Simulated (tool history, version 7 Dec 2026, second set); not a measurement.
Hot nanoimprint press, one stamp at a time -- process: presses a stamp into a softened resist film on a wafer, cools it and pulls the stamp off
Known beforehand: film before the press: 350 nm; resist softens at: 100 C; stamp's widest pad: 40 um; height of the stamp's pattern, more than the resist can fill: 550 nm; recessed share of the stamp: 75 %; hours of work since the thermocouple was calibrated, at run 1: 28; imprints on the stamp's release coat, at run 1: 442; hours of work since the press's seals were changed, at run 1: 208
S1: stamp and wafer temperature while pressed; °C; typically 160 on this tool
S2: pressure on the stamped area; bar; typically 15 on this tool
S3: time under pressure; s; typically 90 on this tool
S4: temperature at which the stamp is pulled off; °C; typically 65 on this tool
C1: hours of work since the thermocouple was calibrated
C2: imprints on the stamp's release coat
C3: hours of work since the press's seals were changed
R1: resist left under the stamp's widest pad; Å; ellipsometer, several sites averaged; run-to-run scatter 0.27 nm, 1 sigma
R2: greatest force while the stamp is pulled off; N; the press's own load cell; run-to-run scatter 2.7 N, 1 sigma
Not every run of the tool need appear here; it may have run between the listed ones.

run   hour   S1    S2   S3  S4   C1    C2   C3    R1   R2
  1      0  160    15   90  65   28   442  208  1471  202
  2   14.6  160    15   90  65   38   509  218  1471  197
  3   24.3  160    15   90  65   45   554  225  1461  202
  4   38.2  160    15   90  65   55   618  236  1468  207
  5     53  160    15   90  65   66   686  246  1462  207
  6   63.5  160    15   90  65   74   734  254  1464  204
  7   71.9  160  14.1   78  72   80   772  260  1589  200
  8   79.8  160    20  136  72   85   809  266  1077  201
  9   93.7  156    15   90  66   95   873  276  1673  208
 10  103.9  156    15   90  66  103   920  283  1666  210
 11  115.9  156    15   90  66  111   975  292  1667  211
 12  121.9  171  16.6   78  59  116  1002  296  1026  218

Below are 3 alternative next runs, each starting from the tool's condition after run 12. Predict each:
  A   129  160  15.6   72  66  121  1035  301   ?   ?
  B   129  154    15  166  69  121  1035  301   ?   ?
  C   129  155    15   90  65  121  1035  301   ?   ?

run    R1   R2
  A  1551  215
  B  1434  210
  C  1722  215
Stripped of hidden state, with their random variation kept, the same runs would have yielded:
run    R1   R2
  A  1553  190
  B  1438  185
  C  1727  189
